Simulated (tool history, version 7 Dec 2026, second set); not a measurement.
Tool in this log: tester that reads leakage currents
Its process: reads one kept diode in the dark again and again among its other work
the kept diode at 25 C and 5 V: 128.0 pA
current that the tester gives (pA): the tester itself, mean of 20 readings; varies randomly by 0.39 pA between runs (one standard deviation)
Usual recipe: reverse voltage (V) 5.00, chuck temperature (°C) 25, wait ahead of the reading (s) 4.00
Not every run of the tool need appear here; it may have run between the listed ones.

run      day  reverse voltage (V)  chuck temperature (°C)  wait ahead of the reading (s)  current that the tester gives (pA)
  1    0.000                 5.00                      25                           4.00                              144.32
  2    3.121                19.47                      25                           4.00                              308.05
  3    5.246                 5.00                      25                           4.00                              145.85
  4    9.542                 5.00                      25                           4.00                              146.18
  5   12.192                 5.00                      25                           4.00                              158.49
  6   15.817                 2.08                      25                           4.00                               99.31
  7   19.925                 2.08                      25                           4.00                               99.11
  8   24.246                 2.08                      25                           4.00                               99.76
  9   27.154                 2.08                      25                           4.00                              100.15
 10   30.067                 2.08                      25                           4.00                              100.57
 11   33.221                 2.08                      25                           4.00                               80.27
 12   37.304                 2.08                      25                           4.00                               80.73
 13   39.908                 2.08                      25                           4.00                               80.45
 14   43.704                 2.08                      25                           4.00                               81.50
 15   47.592                 5.00                      38                           4.00                              364.48
 16   51.479                 5.00                      38                           4.00                              367.89
 17   56.062                 5.00                      38                           0.52                              371.03
 18   58.608                 5.00                      38                           0.52                              370.01
 19   63.546                 5.00                      38                           0.52                              372.45
 20   67.517                 1.47                      49                           1.21                              423.99
 21   70.742                 1.47                      49                           1.21                              421.93
 22   73.038                 1.93                      36                           4.00                              190.51
 23   76.600                 1.93                      36                           4.00                              192.23
 24   79.771                 5.98                      38                           2.13                              415.35
 25   83.938                 3.17                      30                           0.41                              162.09
 26   86.171                19.04                      25                           0.78                              302.66
 27   90.683                11.81                      22                           4.00                              180.04
 28   94.229                11.81                      22                           4.00                              181.19
 29   99.267                11.81                      22                           4.00                              182.75
 30  102.483                11.81                      22                           4.00                              183.18
 31  106.862                 2.24                      21                           4.00                               66.04
 32  111.858                 1.37                      36                           7.05                              163.75
 33  114.129                 5.00                      34                           0.59                              292.08
 34  117.775                 5.00                      34                           0.59                              291.95
 35  121.900                 5.00                      34                           0.59                              294.75
 36  126.562                 5.00                      34                           0.59                              294.80
 37  130.079                 5.00                      44                           4.00                              612.39

Removed from this log: 2 entries logged between the listed runs. Between which two listed runs does each belong, and how does the tool's hidden state at the listed run before it compare with that at the listed run after it?
In the gap between runs 4 and 5: chuck's temperature calibrated (day 10.746)
  stray current of the dirty probe card, pA a volt: 0.247 -> 0.267; current scale over the true one, %: 0.46 -> 0.47; true chuck temperature over the reading, C: 1.47 -> 2.48
  measured less the result without the state, current that the tester gives (pA): +18.11 -> +30.50
In the gap between runs 10 and 11: chuck's temperature calibrated, once more (day 32.508)
  stray current of the dirty probe card, pA a volt: 0.404 -> 0.429; current scale over the true one, %: 0.54 -> 0.55; true chuck temperature over the reading, C: 2.69 -> -0.06
  measured less the result without the state, current that the tester gives (pA): +20.84 -> +0.91
